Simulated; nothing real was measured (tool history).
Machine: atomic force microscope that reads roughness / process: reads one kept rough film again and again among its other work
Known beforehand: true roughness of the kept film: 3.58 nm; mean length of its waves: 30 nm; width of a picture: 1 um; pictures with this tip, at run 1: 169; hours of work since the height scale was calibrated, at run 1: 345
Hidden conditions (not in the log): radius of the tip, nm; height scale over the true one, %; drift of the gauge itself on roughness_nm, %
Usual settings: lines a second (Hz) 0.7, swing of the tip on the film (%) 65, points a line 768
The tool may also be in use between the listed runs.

run,hour,lines a second (Hz),swing of the tip on the film (%),points a line,pictures with this tip,hours of work since the height scale was calibrated,roughness of the kept film (nm (root mean square))
1,0,0.7,65,768,169,345,2.469
2,14.5,0.7,65,768,194,353,2.408
3,26.9,0.7,65,393,216,359,2.34
4,38.9,0.7,61,768,237,366,2.295
5,45.9,0.7,61,768,249,370,2.28
6,55,0.7,61,768,265,375,2.248
7,66.3,0.7,61,768,285,381,2.199
8,75.9,1.472,79,768,302,386,2.063
# hour 84.6: new tip fitted
9,90.6,3.298,85,260,11,393,2.594
10,104.1,0.7,77,323,35,401,2.854
11,117.4,2.104,89,711,58,408,2.548
12,128.1,1.892,69,768,77,414,2.709
13,138.2,1.892,69,715,94,419,2.639

Alternative continuations, all from the tool just after run 13; predict every row:
A,153,0.579,70,300,121,427,?
B,153,1.634,75,702,121,427,?
C,153,3.758,71,768,121,427,?

run,roughness of the kept film (nm (root mean square))
A,2.621
B,2.542
C,2.454
Take away the tool's hidden state, keep each run's random variation, and the runs would have read:
run,roughness of the kept film (nm (root mean square))
A,3.035
B,2.944
C,2.842
